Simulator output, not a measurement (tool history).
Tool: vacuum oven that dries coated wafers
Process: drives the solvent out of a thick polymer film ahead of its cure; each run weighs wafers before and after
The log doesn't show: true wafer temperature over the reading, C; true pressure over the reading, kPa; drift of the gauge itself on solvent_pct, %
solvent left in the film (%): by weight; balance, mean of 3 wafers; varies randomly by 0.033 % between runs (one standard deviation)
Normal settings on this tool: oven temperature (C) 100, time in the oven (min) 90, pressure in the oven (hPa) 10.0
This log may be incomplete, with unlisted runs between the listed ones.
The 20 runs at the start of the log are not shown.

run,day,oven temperature (C),time in the oven (min),pressure in the oven (hPa),hours of work since the thermocouples were calibrated,hours of work since the vacuum gauge was cleaned of residue,solvent left in the film (%)
21,15.279,100,90,10.0,1003,367,1.88
22,16.304,100,90,10.0,1014,379,1.91
23,17.067,100,86,10.0,1023,388,2.04
24,18.121,100,86,10.0,1035,400,1.96
25,18.621,100,86,10.0,1041,405,2.01
26,19.467,112,161,15.1,1050,415,0.38
27,19.975,88,62,19.0,1056,421,9.39
28,20.788,107,45,7.7,1066,430,2.64
29,21.854,95,136,7.4,1078,442,1.58
30,22.562,95,136,7.4,1086,450,1.58
# day 22.900: oven's thermocouples calibrated
31,23.183,87,82,16.5,3,457,7.51
32,24.058,87,82,16.5,13,467,7.59
33,24.546,113,53,26.1,19,472,1.02
34,25.375,99,48,33.8,28,482,5.86
35,25.892,100,59,28.5,34,488,4.01
36,26.633,100,59,28.5,43,496,4.04
37,27.550,100,59,28.5,53,507,4.13
38,28.396,100,59,28.5,63,516,4.08
39,28.962,91,76,28.5,69,523,6.59
40,29.450,100,82,9.0,75,528,2.01
41,30.117,100,134,10.0,82,536,0.85
42,31.154,100,49,9.8,94,548,4.58
43,31.879,112,90,10.0,103,556,0.32
44,32.554,112,90,10.0,110,564,0.34

What will run 45 give?
45,33.138,112,90,10.0,117,570,?

For run 45 the tool returned solvent left in the film (%) 0.33.
Had the tool carried no hidden state, the very same run would have given solvent left in the film (%) 0.26.
